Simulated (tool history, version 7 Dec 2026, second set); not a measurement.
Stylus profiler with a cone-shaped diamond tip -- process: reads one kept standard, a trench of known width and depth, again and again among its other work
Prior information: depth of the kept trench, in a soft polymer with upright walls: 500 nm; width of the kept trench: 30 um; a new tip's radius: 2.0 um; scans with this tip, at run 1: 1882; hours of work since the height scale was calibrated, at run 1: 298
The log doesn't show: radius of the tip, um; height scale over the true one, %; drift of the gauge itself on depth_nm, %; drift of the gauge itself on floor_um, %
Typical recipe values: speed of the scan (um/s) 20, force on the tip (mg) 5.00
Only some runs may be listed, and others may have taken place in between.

run	hour	speed of the scan (um/s)	force on the tip (mg)	scans with this tip	hours of work since the height scale was calibrated	depth of the trench (angstrom)	width of the trench's floor (nm)
1	0.0	20	5.00	1882	298	5125.1	27340
2	47.3	20	5.00	2062	327	5124.7	27410
3	97.0	20	5.00	2252	357	5123.9	27270
4	173.0	69	5.00	2542	403	5123.9	27250
5	247.2	20	14.16	2826	448	5249.4	27310
6	305.4	20	14.16	3048	483	5249.3	27350
7	380.7	20	14.16	3335	529	5250.9	27310
8	433.4	61	14.16	3537	561	5251.0	27320
9	491.1	61	14.16	3757	595	5247.3	27280
10	527.2	77	14.16	3895	617	5247.6	27220
11	563.0	77	6.17	4032	639	5143.4	27220
12	597.4	11	10.29	4163	660	5202.1	27320
13	675.3	13	13.76	4460	707	5244.0	27320
14	729.8	18	3.47	4668	740	5096.7	27320
15	781.8	18	5.25	4867	771	5129.3	27370
16	822.2	18	5.25	5021	796	5123.9	27330
17	903.0	13	12.29	5330	845	5226.5	27340
18	960.5	15	5.00	5549	880	5124.4	27320

Below are 3 alternative next runs, each starting from the tool's condition after run 18. Predict each:
A	1021.2	7	12.10	5781	916	?	?
B	1021.2	9	5.00	5781	916	?	?
C	1021.2	11	7.90	5781	916	?	?

run	depth of the trench (angstrom)	width of the trench's floor (nm)
A	5223.6	27350
B	5122.8	27330
C	5168.1	27340
With the hidden condition removed and each run's random variation left untouched, the same runs would have given:
run	depth of the trench (angstrom)	width of the trench's floor (nm)
A	5223.8	27360
B	5123.0	27340
C	5168.4	27340
